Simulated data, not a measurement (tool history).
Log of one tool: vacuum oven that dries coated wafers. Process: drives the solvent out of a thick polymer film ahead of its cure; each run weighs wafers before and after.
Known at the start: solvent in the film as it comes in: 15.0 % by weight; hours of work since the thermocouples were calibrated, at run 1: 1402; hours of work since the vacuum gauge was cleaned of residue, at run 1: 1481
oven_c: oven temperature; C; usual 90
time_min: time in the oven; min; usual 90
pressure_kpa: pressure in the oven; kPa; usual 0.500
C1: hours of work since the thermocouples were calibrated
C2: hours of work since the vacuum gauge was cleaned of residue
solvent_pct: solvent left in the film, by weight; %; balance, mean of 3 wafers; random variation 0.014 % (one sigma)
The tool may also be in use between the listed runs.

Run 1, day 0.000: usual settings; C1 1402; C2 1481. Result: solvent_pct 1.17 %.
Run 2, day 2.162: usual settings; C1 1436; C2 1515. Result: solvent_pct 1.15 %.
At day 3.062: vacuum gauge cleaned of residue and calibrated.
Run 3, day 3.525: usual settings; C1 1456; C2 7. Result: solvent_pct 0.96 %.
Run 4, day 5.454: usual settings; C1 1486; C2 37. Result: solvent_pct 0.95 %.
Run 5, day 6.467: usual settings but pressure_kpa 0.370 kPa; C1 1502; C2 53. Result: solvent_pct 0.85 %.
Run 6, day 7.817: usual settings but pressure_kpa 0.370 kPa; C1 1524; C2 75. Result: solvent_pct 0.86 %.
Run 7, day 9.754: usual settings but pressure_kpa 0.370 kPa; C1 1554; C2 105. Result: solvent_pct 0.86 %.
Run 8, day 10.688: usual settings; C1 1569; C2 120. Result: solvent_pct 0.96 %.
At day 12.200: oven's thermocouples calibrated.
Run 9, day 12.592: usual settings but oven_c 95 C; C1 6; C2 148. Result: solvent_pct 0.63 %.
Run 10, day 13.500: usual settings but pressure_kpa 0.368 kPa; C1 20; C2 162. Result: solvent_pct 0.98 %.
Run 11, day 14.738: usual settings but time_min 50 min, pressure_kpa 0.367 kPa; C1 40; C2 182. Result: solvent_pct 2.73 %.
Run 12, day 16.388: usual settings but time_min 50 min, pressure_kpa 0.367 kPa; C1 66; C2 208. Result: solvent_pct 2.70 %.
Run 13, day 18.588: usual settings but oven_c 102 C, time_min 153 min; C1 100; C2 242. Result: solvent_pct 0.30 %.
Run 14, day 20.250: usual settings but oven_c 94 C, time_min 59 min, pressure_kpa 0.781 kPa; C1 126; C2 268. Result: solvent_pct 1.64 %.
Run 15, day 22.279: usual settings but oven_c 83 C, time_min 77 min, pressure_kpa 0.781 kPa; C1 158; C2 300. Result: solvent_pct 3.05 %.
Run 16, day 23.725: usual settings but oven_c 85 C, time_min 77 min, pressure_kpa 0.343 kPa; C1 181; C2 323. Result: solvent_pct 2.22 %.
Run 17, day 25.454: usual settings but oven_c 85 C, time_min 77 min, pressure_kpa 0.343 kPa; C1 208; C2 350. Result: solvent_pct 2.23 %.
Run 18, day 26.375: usual settings but oven_c 91 C, time_min 77 min, pressure_kpa 0.606 kPa; C1 222; C2 364. Result: solvent_pct 1.35 %.
Run 19, day 27.875: usual settings but oven_c 85 C, time_min 85 min, pressure_kpa 0.452 kPa; C1 246; C2 388. Result: solvent_pct 1.98 %.

Forecast each of these 4 alternatives for the next run:
Run A, day 29.025: usual settings but oven_c 96 C, time_min 59 min, pressure_kpa 0.550 kPa; C1 264; C2 406. Result: solvent_pct ?.
Run B, day 29.025: usual settings but oven_c 93 C, time_min 80 min, pressure_kpa 1.898 kPa; C1 264; C2 406. Result: solvent_pct ?.
Run C, day 29.025: usual settings but oven_c 81 C, time_min 62 min, pressure_kpa 0.452 kPa; C1 264; C2 406. Result: solvent_pct ?.
Run D, day 29.025: usual settings but oven_c 80 C, time_min 85 min, pressure_kpa 0.444 kPa; C1 264; C2 406. Result: solvent_pct ?.

run  solvent_pct
  A         1.23
  B         1.93
  C         4.16
  D         3.14
Without the tool's hidden state the same runs would have given:
run  solvent_pct
  A         1.21
  B         1.90
  C         4.13
  D         3.10

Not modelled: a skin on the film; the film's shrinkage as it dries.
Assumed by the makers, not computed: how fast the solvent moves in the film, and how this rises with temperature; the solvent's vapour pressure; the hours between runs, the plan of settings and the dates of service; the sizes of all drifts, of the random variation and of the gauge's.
